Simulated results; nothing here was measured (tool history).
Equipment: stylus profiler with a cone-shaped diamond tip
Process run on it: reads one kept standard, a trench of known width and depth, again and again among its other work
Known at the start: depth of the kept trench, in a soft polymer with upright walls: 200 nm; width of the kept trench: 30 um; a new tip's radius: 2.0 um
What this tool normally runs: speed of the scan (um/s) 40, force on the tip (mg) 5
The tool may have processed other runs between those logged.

| run | day | speed of the scan (um/s) | force on the tip (mg) | depth of the trench (Å) | width of the trench's floor (um) |
|---|---|---|---|---|---|
| 1 | 0 | 40 | 5 | 2049.1 | 28.04 |
| 2 | 1.533 | 40 | 5 | 2049.4 | 28.02 |
| 3 | 3.554 | 40 | 13.88 | 2096.3 | 28.06 |
| 4 | 5.35 | 40 | 5 | 2049.1 | 27.99 |
| 5 | 7.329 | 40 | 5 | 2050.9 | 28 |
| 6 | 8.971 | 40 | 3.79 | 2042.5 | 27.9 |
| 7 | 10.496 | 40 | 3.79 | 2043.5 | 27.93 |
| 8 | 12.125 | 40 | 3.79 | 2044.2 | 27.92 |
| 9 | 13.125 | 30 | 5 | 2048.1 | 27.94 |
| 10 | 15.396 | 13 | 5 | 2049.5 | 28 |
| 11 | 16.342 | 13 | 5 | 2050.6 | 27.98 |
| 12 | 17.762 | 13 | 5 | 2050.4 | 28.01 |
| 13 | 19.933 | 13 | 5 | 2051 | 28.01 |
| 14 | 22.262 | 13 | 5 | 2052.5 | 27.93 |
| 15 | 23.592 | 13 | 9.08 | 2073.4 | 27.9 |
| 16 | 24.575 | 13 | 9.08 | 2076 | 27.9 |
| 17 | 26.329 | 40 | 5 | 2053.2 | 27.81 |
| 18 | 27.812 | 40 | 11.14 | 2085.6 | 27.85 |
|  | 28.012 | height scale calibrated on a step standard |
| 19 | 29.046 | 40 | 12.06 | 2092.3 | 27.78 |
| 20 | 30.025 | 40 | 12.06 | 2093.1 | 27.84 |
| 21 | 31.9 | 40 | 12.06 | 2092.8 | 27.79 |
| 22 | 33.388 | 40 | 5 | 2055.6 | 27.72 |
|  | 33.762 | height scale calibrated on a step standard, once more |
| 23 | 34.862 | 40 | 5 | 2047.9 | 27.73 |
| 24 | 36.767 | 74 | 14.7 | 2096.9 | 27.65 |
| 25 | 38.658 | 42 | 9.91 | 2074.8 | 27.73 |
| 26 | 40.908 | 61 | 6.39 | 2055.2 | 27.62 |
| 27 | 42 | 56 | 6.6 | 2057.5 | 27.62 |
| 28 | 43.146 | 97 | 6.47 | 2054.7 | 27.47 |
| 29 | 44.208 | 34 | 5.12 | 2047.9 | 27.7 |
| 30 | 45.525 | 28 | 4.66 | 2046.4 | 27.72 |
| 31 | 47.596 | 12 | 1.86 | 2025.3 | 27.7 |
| 32 | 49.754 | 26 | 10.2 | 2076.9 | 27.67 |
| 33 | 51.462 | 70 | 9.16 | 2072.5 | 27.53 |
| 34 | 52.979 | 92 | 1.73 | 2024.5 | 27.03 |
| 35 | 55.296 | 92 | 1.73 | 2024.6 | 27 |
| 36 | 56.383 | 16 | 2.22 | 2031.2 | 27.64 |
| 37 | 58.221 | 94 | 5.31 | 2050.4 | 27.3 |
| 38 | 59.671 | 94 | 5.31 | 2052.2 | 27.25 |
| 39 | 61.571 | 94 | 5.31 | 2053.1 | 27.27 |
| 40 | 63.388 | 94 | 5.31 | 2051.6 | 27.26 |
| 41 | 64.475 | 94 | 5.31 | 2051.5 | 27.24 |
| 42 | 65.729 | 94 | 5.31 | 2052.1 | 27.21 |
| 43 | 66.896 | 94 | 5.31 | 2050.8 | 27.2 |
| 44 | 68.829 | 33 | 5 | 2050 | 27.49 |
| 45 | 69.875 | 33 | 11.18 | 2084.8 | 27.51 |
| 46 | 72.008 | 15 | 1.79 | 2027.3 | 27.49 |

Table of differences, measured result less the result of that run with no hidden state. Run-to-run variation is the same in both. Gauge scatter possibly is not:
Hidden state present: radius of the tip, um; height scale over the true one, %; drift of the gauge itself on depth_nm, %; drift of the gauge itself on floor_um, %.
| run | depth of the trench (Å) | width of the trench's floor (um) |
|---|---|---|
| 1 | +1.5 | -0.05 |
| 2 | +1.7 | -0.07 |
| 3 | +2 | -0.08 |
| 4 | +2.2 | -0.1 |
| 5 | +2.4 | -0.13 |
| 6 | +2.6 | -0.13 |
| 7 | +2.7 | -0.15 |
| 8 | +3 | -0.17 |
| 9 | +3.1 | -0.18 |
| 10 | +3.2 | -0.2 |
| 11 | +3.3 | -0.21 |
| 12 | +3.5 | -0.22 |
| 13 | +3.8 | -0.24 |
| 14 | +4 | -0.26 |
| 15 | +4.2 | -0.27 |
| 16 | +4.3 | -0.28 |
| 17 | +4.4 | -0.3 |
| 18 | +4.7 | -0.31 |
| 19 | +7.7 | -0.32 |
| 20 | +7.8 | -0.33 |
| 21 | +8 | -0.34 |
| 22 | +8 | -0.36 |
| 23 | -0.4 | -0.37 |
| 24 | -0.2 | -0.38 |
| 25 | +0 | -0.41 |
| 26 | +0.2 | -0.43 |
| 27 | +0.4 | -0.43 |
| 28 | +0.5 | -0.44 |
| 29 | +0.6 | -0.45 |
| 30 | +0.8 | -0.46 |
| 31 | +1 | -0.48 |
| 32 | +1.2 | -0.5 |
| 33 | +1.5 | -0.51 |
| 34 | +1.5 | -0.52 |
| 35 | +1.8 | -0.54 |
| 36 | +2 | -0.55 |
| 37 | +2.2 | -0.56 |
| 38 | +2.4 | -0.58 |
| 39 | +2.5 | -0.59 |
| 40 | +2.7 | -0.6 |
| 41 | +2.9 | -0.61 |
| 42 | +3 | -0.62 |
| 43 | +3.1 | -0.63 |
| 44 | +3.3 | -0.64 |
| 45 | +3.5 | -0.65 |
| 46 | +3.6 | -0.67 |

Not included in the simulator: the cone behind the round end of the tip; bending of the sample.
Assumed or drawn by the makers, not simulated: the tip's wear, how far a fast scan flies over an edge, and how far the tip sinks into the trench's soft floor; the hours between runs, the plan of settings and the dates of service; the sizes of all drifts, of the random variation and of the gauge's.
